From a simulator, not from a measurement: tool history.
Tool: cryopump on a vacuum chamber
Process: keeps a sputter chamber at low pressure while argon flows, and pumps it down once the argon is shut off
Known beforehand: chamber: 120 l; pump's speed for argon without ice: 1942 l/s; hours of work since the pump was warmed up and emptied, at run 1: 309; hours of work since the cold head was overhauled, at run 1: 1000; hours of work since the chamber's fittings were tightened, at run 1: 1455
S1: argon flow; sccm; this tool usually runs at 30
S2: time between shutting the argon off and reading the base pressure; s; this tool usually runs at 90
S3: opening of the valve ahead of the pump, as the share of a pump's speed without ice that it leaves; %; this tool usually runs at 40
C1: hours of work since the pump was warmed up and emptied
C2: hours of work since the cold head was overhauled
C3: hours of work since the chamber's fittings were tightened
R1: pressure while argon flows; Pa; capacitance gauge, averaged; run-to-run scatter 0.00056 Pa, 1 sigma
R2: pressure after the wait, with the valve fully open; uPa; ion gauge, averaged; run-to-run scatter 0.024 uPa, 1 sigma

run 1 hour=0.0 | S1=30 S2=90 S3=40 | C1=309 C2=1000 C3=1455 | R1=0.0742 R2=3.18
-- hour=39.0 pump warmed up, emptied and cooled again
run 2 hour=43.2 | S1=30 S2=90 S3=40 | C1=2 C2=1021 C3=1476 | R1=0.0653 R2=2.49
run 3 hour=82.9 | S1=30 S2=90 S3=40 | C1=24 C2=1043 C3=1498 | R1=0.0649 R2=2.68
run 4 hour=119.8 | S1=30 S2=90 S3=40 | C1=45 C2=1063 C3=1518 | R1=0.0683 R2=2.72
run 5 hour=150.8 | S1=30 S2=90 S3=40 | C1=62 C2=1080 C3=1535 | R1=0.0678 R2=2.73
run 6 hour=189.3 | S1=30 S2=90 S3=40 | C1=83 C2=1101 C3=1557 | R1=0.0684 R2=2.88
run 7 hour=210.7 | S1=30 S2=90 S3=40 | C1=95 C2=1113 C3=1568 | R1=0.0672 R2=2.84
run 8 hour=251.8 | S1=30 S2=43 S3=40 | C1=117 C2=1136 C3=1591 | R1=0.0687 R2=3.67
run 9 hour=283.4 | S1=30 S2=43 S3=40 | C1=135 C2=1153 C3=1609 | R1=0.0695 R2=3.73
run 10 hour=304.6 | S1=53 S2=90 S3=40 | C1=146 C2=1165 C3=1620 | R1=0.1213 R2=3.02
-- hour=318.4 leaking fittings of the chamber tightened, without venting
run 11 hour=346.1 | S1=30 S2=90 S3=40 | C1=168 C2=1187 C3=15 | R1=0.0694 R2=0.88
run 12 hour=391.5 | S1=30 S2=90 S3=40 | C1=193 C2=1212 C3=40 | R1=0.0703 R2=0.92
run 13 hour=426.3 | S1=30 S2=90 S3=40 | C1=212 C2=1231 C3=59 | R1=0.0703 R2=0.97
run 14 hour=465.9 | S1=30 S2=90 S3=23 | C1=234 C2=1253 C3=81 | R1=0.1194 R2=1.00
run 15 hour=503.8 | S1=30 S2=90 S3=23 | C1=255 C2=1274 C3=102 | R1=0.1193 R2=0.96
run 16 hour=545.7 | S1=30 S2=90 S3=23 | C1=278 C2=1297 C3=125 | R1=0.1189 R2=1.06
run 17 hour=569.3 | S1=30 S2=90 S3=23 | C1=291 C2=1310 C3=138 | R1=0.1216 R2=1.11
run 18 hour=611.3 | S1=30 S2=47 S3=23 | C1=314 C2=1333 C3=161 | R1=0.1220 R2=1.75
-- hour=638.7 pump warmed up, emptied and cooled again
run 19 hour=642.7 | S1=35 S2=47 S3=23 | C1=2 C2=1347 C3=176 | R1=0.1326 R2=1.65
run 20 hour=674.0 | S1=29 S2=47 S3=23 | C1=19 C2=1365 C3=193 | R1=0.1112 R2=1.76
run 21 hour=693.5 | S1=27 S2=161 S3=23 | C1=30 C2=1375 C3=204 | R1=0.1022 R2=0.74
run 22 hour=727.9 | S1=48 S2=66 S3=29 | C1=49 C2=1394 C3=223 | R1=0.1461 R2=1.38
run 23 hour=769.8 | S1=30 S2=210 S3=40 | C1=72 C2=1417 C3=246 | R1=0.0669 R2=0.79
run 24 hour=796.6 | S1=28 S2=251 S3=23 | C1=87 C2=1432 C3=261 | R1=0.1093 R2=0.71
run 25 hour=822.2 | S1=28 S2=251 S3=23 | C1=101 C2=1446 C3=275 | R1=0.1089 R2=0.77
run 26 hour=842.5 | S1=30 S2=144 S3=26 | C1=112 C2=1457 C3=286 | R1=0.1032 R2=0.96
run 27 hour=869.4 | S1=30 S2=144 S3=26 | C1=127 C2=1472 C3=301 | R1=0.1030 R2=0.98
run 28 hour=889.3 | S1=46 S2=144 S3=26 | C1=138 C2=1483 C3=312 | R1=0.1597 R2=1.03
run 29 hour=930.0 | S1=29 S2=40 S3=18 | C1=160 C2=1506 C3=334 | R1=0.1431 R2=2.21
run 30 hour=973.6 | S1=60 S2=91 S3=40 | C1=184 C2=1529 C3=358 | R1=0.1384 R2=1.34
run 31 hour=999.8 | S1=60 S2=47 S3=40 | C1=199 C2=1544 C3=372 | R1=0.1404 R2=2.04
run 32 hour=1020.4 | S1=30 S2=90 S3=24 | C1=210 C2=1555 C3=384 | R1=0.1143 R2=1.36
run 33 hour=1040.0 | S1=20 S2=53 S3=23 | C1=221 C2=1566 C3=395 | R1=0.0801 R2=1.93

Same runs, no hidden state in the tool, same run-to-run variation:
Hidden conditions of the tool in this case: pump's speed, % of a pump's without ice; cold plate's temperature, K; leak into the chamber, uPa l/s; drift of the gauge itself on working_pa, %; drift of the gauge itself on base_upa, %.
run=1 R1=0.0648 R2=0.81
run=2 R1=0.0648 R2=0.78
run=3 R1=0.0640 R2=0.84
run=4 R1=0.0669 R2=0.84
run=5 R1=0.0661 R2=0.80
run=6 R1=0.0662 R2=0.85
run=7 R1=0.0648 R2=0.82
run=8 R1=0.0659 R2=1.59
run=9 R1=0.0663 R2=1.59
run=10 R1=0.1152 R2=0.85
run=11 R1=0.0655 R2=0.83
run=12 R1=0.0657 R2=0.84
run=13 R1=0.0652 R2=0.85
run=14 R1=0.1137 R2=0.85
run=15 R1=0.1131 R2=0.78
run=16 R1=0.1120 R2=0.83
run=17 R1=0.1143 R2=0.85
run=18 R1=0.1140 R2=1.47
run=19 R1=0.1319 R2=1.44
run=20 R1=0.1104 R2=1.52
run=21 R1=0.1012 R2=0.50
run=22 R1=0.1437 R2=1.10
run=23 R1=0.0649 R2=0.46
run=24 R1=0.1072 R2=0.37
run=25 R1=0.1065 R2=0.40
run=26 R1=0.1003 R2=0.58
run=27 R1=0.0998 R2=0.57
run=28 R1=0.1544 R2=0.60
run=29 R1=0.1392 R2=1.73
run=30 R1=0.1292 R2=0.82
run=31 R1=0.1305 R2=1.49
run=32 R1=0.1090 R2=0.79
run=33 R1=0.0764 R2=1.34

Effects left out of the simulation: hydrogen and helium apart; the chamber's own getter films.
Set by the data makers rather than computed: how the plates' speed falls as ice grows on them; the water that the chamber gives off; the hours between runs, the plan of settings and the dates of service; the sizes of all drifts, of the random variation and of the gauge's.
